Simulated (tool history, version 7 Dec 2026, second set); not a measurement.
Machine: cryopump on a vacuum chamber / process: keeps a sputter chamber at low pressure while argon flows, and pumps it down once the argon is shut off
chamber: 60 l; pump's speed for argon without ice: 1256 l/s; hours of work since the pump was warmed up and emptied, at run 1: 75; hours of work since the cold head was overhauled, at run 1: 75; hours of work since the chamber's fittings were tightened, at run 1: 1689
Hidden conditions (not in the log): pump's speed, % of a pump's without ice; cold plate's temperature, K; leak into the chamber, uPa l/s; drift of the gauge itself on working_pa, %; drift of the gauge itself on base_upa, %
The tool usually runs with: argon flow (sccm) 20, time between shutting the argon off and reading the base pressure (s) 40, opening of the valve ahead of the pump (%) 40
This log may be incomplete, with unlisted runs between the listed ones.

| run | hour | argon flow (sccm) | time between shutting the argon off and reading the base pressure (s) | opening of the valve ahead of the pump (%) | hours of work since the pump was warmed up and emptied | hours of work since the cold head was overhauled | hours of work since the chamber's fittings were tightened | pressure while argon flows (Pa) | pressure after the wait (uPa) |
|---|---|---|---|---|---|---|---|---|---|
| 1 | 0 | 20 | 40 | 40 | 75 | 75 | 1689 | 0.0681 | 2.09 |
| 2 | 15.3 | 15 | 40 | 40 | 83 | 83 | 1697 | 0.0507 | 2.05 |
| 3 | 35.5 | 20 | 21 | 40 | 94 | 94 | 1708 | 0.0681 | 3.05 |
| 4 | 57.1 | 11 | 21 | 40 | 105 | 105 | 1719 | 0.0379 | 2.86 |
| 5 | 67.8 | 32 | 21 | 40 | 111 | 111 | 1725 | 0.1115 | 3.02 |
| 6 | 78.9 | 20 | 40 | 40 | 117 | 117 | 1731 | 0.0689 | 2.17 |
| 7 | 98.2 | 20 | 40 | 40 | 127 | 127 | 1741 | 0.0702 | 2.19 |
| 8 | 120 | 20 | 40 | 56 | 139 | 139 | 1753 | 0.0505 | 2.2 |
| 9 | 141.9 | 20 | 40 | 56 | 150 | 150 | 1765 | 0.0498 | 2.26 |
| 10 | 166.7 | 22 | 251 | 33 | 164 | 164 | 1778 | 0.0922 | 1.5 |
| 11 | 181.8 | 20 | 32 | 40 | 172 | 172 | 1786 | 0.0699 | 2.51 |
| 12 | 197.4 | 11 | 68 | 40 | 180 | 180 | 1794 | 0.0386 | 1.93 |
| 13 | 210.1 | 11 | 68 | 40 | 187 | 187 | 1801 | 0.038 | 1.91 |
| 14 | 233.6 | 20 | 40 | 59 | 199 | 199 | 1813 | 0.0488 | 2.33 |
| 15 | 259.3 | 20 | 40 | 59 | 213 | 213 | 1827 | 0.0481 | 2.35 |
| 16 | 270.9 | 16 | 125 | 34 | 219 | 219 | 1833 | 0.0666 | 1.71 |
| 17 | 296.1 | 16 | 125 | 34 | 232 | 232 | 1847 | 0.0664 | 1.77 |

Subtracting, for every run, the result it would have given without the tool's unlogged condition from the measured result gives the following. The same run-to-run variation enters both numbers; the gauge's scatter may not:
| run | pressure while argon flows (Pa) | pressure after the wait (uPa) |
|---|---|---|
| 1 | +0.0011 | +0.97 |
| 2 | +0.001 | +0.96 |
| 3 | +0.0014 | +1.01 |
| 4 | +0.0009 | +0.98 |
| 5 | +0.0026 | +1.04 |
| 6 | +0.0017 | +1.03 |
| 7 | +0.0019 | +1.04 |
| 8 | +0.0021 | +1.05 |
| 9 | +0.0022 | +1.09 |
| 10 | +0.0026 | +1.11 |
| 11 | +0.0026 | +1.11 |
| 12 | +0.0015 | +1.15 |
| 13 | +0.0016 | +1.12 |
| 14 | +0.003 | +1.16 |
| 15 | +0.0032 | +1.16 |
| 16 | +0.0026 | +1.18 |
| 17 | +0.0028 | +1.21 |

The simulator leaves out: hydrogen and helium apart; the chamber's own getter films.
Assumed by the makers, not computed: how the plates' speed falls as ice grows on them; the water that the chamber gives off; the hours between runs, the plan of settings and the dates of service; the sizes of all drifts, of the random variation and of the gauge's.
